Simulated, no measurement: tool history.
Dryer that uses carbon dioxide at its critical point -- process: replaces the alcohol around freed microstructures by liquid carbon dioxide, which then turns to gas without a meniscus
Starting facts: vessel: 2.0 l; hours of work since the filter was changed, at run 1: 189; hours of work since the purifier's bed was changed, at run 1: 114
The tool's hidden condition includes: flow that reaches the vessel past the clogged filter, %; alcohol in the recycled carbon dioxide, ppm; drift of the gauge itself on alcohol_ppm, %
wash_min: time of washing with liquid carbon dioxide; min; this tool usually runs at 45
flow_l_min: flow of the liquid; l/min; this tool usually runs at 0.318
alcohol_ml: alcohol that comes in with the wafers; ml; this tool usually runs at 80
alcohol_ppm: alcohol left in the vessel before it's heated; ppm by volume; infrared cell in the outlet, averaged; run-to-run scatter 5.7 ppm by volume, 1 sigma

run   hour  wash_min  flow_l_min  alcohol_ml  hours of work since the filter was changed  hours of work since the purifier's bed was changed  alcohol_ppm
  1    0.0        45       0.318          80                                         189                                                 114          236
  2    8.4        45       0.318          41                                         194                                                 119          141
  3   20.6        45       0.318          41                                         202                                                 127          142
  4   33.1        45       0.318          41                                         210                                                 135          142
  5   45.3        45       0.318          89                                         217                                                 142          267
  6   58.2        45       0.318          89                                         226                                                 151          274
  7   75.5        45       0.318          89                                         236                                                 162          277
  8   91.0        45       0.318          89                                         246                                                 171          281
  9  102.5        45       0.318          80                                         254                                                 179          262
 10  110.3        45       0.318          80                                         259                                                 184          247
 11  124.3        45       0.318          80                                         267                                                 193          262
 12  133.9        45       0.318          80                                         273                                                 199          261
 13  148.1        45       0.318          80                                         282                                                 208          282
 14  163.2        39       0.318          80                                         292                                                 217          496
 15  170.4        39       0.318          80                                         297                                                 222          509
 16  184.5        39       0.318          80                                         306                                                 231          507
 17  192.2        35       0.318          80                                         310                                                 236          785
 18  200.2        35       0.318          80                                         316                                                 241          774
 19  212.4        35       0.318          80                                         323                                                 248          785
 20  223.0        35       0.318          80                                         330                                                 255          808
 21  238.7        28       0.289          33                                         340                                                 265          979
 22  248.1        70       0.289          33                                         346                                                 271           63
 23  263.1        61       0.318          28                                         355                                                 281           65
 24  270.6        61       0.318          28                                         360                                                 285           76
 25  285.1        30       0.205          80                                         369                                                 295         4833
 26  295.7        30       0.205          80                                         376                                                 301         4763
 27  305.6        60       0.318          80                                         382                                                 308          112
 28  316.6        45       0.368          21                                         389                                                 314           79
 29  327.1        45       0.368          21                                         396                                                 321           93
 30  343.4        62       0.412          36                                         406                                                 331           66
 31  360.8        45       0.346          80                                         417                                                 342          216
 32  378.1        68       0.460          80                                         428                                                 353           67
 33  386.7        68       0.460          80                                         434                                                 359           70
 34  404.1        69       0.315          80                                         445                                                 370           97
     413.4  -- inlet filter changed
 35  417.0        34       0.475          27                                           2                                                 377          103
 36  433.5        34       0.475          27                                          13                                                 388           95
 37  445.8        45       0.318          42                                          21                                                 396          173
 38  461.8        48       0.318          32                                          31                                                 406          121
 39  478.1        48       0.318          20                                          41                                                 416          116

Predict each of these 3 candidate next runs independently; none follows another, all start after run 39:
  A  485.6        34       0.202          23                                          46                                                 421            ?
  B  485.6        45       0.280          80                                          46                                                 421            ?
  C  485.6        45       0.448          80                                          46                                                 421            ?

run  alcohol_ppm
  A         1054
  B          467
  C          104
What these runs would have given with no unlogged condition in the tool:
run  alcohol_ppm
  A          952
  B          371
  C           26
